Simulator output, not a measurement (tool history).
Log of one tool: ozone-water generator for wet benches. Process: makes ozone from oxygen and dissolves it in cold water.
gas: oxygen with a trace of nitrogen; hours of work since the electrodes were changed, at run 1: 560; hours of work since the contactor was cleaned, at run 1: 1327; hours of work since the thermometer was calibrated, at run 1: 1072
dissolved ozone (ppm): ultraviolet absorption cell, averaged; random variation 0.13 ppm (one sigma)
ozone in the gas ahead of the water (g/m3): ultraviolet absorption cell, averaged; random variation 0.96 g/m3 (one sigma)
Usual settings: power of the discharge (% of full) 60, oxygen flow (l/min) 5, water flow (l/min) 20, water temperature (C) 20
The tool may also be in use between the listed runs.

run   hour  power of the discharge (% of full)  oxygen flow (l/min)  water flow (l/min)  water temperature (C)  hours of work since the electrodes were changed  hours of work since the contactor was cleaned  hours of work since the thermometer was calibrated  dissolved ozone (ppm)  ozone in the gas ahead of the water (g/m3)
  1      0                                  60                    5                  20                     20                                              560                                           1327                                                1072                   12.6                                       160.9
  2   22.2                                  60                    5                  20                     20                                              582                                           1349                                                1094                     13                                       161.8
  3   54.3                                  60                 5.89                  20                     20                                              614                                           1381                                                1125                     13                                       148.5
  4   81.8                                  64                    5                  20                     20                                              641                                           1408                                                1152                   13.6                                       171.3
  5  102.2                                  64                    5                  20                     20                                              661                                           1428                                                1172                   13.6                                       169.4
  6    119                                  64                    5                  20                     20                                              677                                           1444                                                1189                   13.6                                       170.4
  7  144.3                                  64                    5                  20                     20                                              702                                           1469                                                1213                   13.5                                       171.3
  8  171.3                                  60                    5                  16                     20                                              728                                           1496                                                1240                   15.9                                       162.2
  9  188.2                                  60                 4.79                  14                     20                                              745                                           1512                                                1256                     18                                       165.3
 10  212.5                                  60                 8.81                  20                     20                                              769                                           1536                                                1280                   12.8                                       123.6
 11  242.7                                  55                  5.8                  20                     19                                              799                                           1566                                                1310                   12.3                                       141.3
 12  273.3                                  46                 8.11                  19                     25                                              829                                           1596                                                1340                    9.7                                       101.4
 13  302.7                                  46                 8.11                  19                     16                                              857                                           1625                                                1369                   11.3                                       103.3
 14  322.8                                  49                    5                  17                     19                                              877                                           1644                                                1389                   12.9                                         135
 15  344.7                                  60                 3.66                  30                     20                                              899                                           1666                                                1410                    7.7                                         188

5 ways to go on from here, each from the tool as it stands after run 15. What would each give?
  A  367.4                                  60                    4                  25                     19                                              921                                           1688                                                1432                      ?                                           ?
  B  367.4                                  61                 3.66                  30                     20                                              921                                           1688                                                1432                      ?                                           ?
  C  367.4                                  60                 4.74                  32                     20                                              921                                           1688                                                1432                      ?                                           ?
  D  367.4                                  60                 5.62                  30                     16                                              921                                           1688                                                1432                      ?                                           ?
  E  367.4                                  60                 8.65                  20                     20                                              921                                           1688                                                1432                      ?                                           ?

run  dissolved ozone (ppm)  ozone in the gas ahead of the water (g/m3)
  A                     10                                         178
  B                    7.8                                       189.8
  C                    7.5                                       166.3
  D                    8.8                                       151.5
  E                   12.7                                       124.3
Without the tool's hidden state the same runs would have given:
run  dissolved ozone (ppm)  ozone in the gas ahead of the water (g/m3)
  A                   10.3                                       181.1
  B                      8                                       193.1
  C                    7.7                                       169.2
  D                      9                                       154.1
  E                   13.1                                       126.5
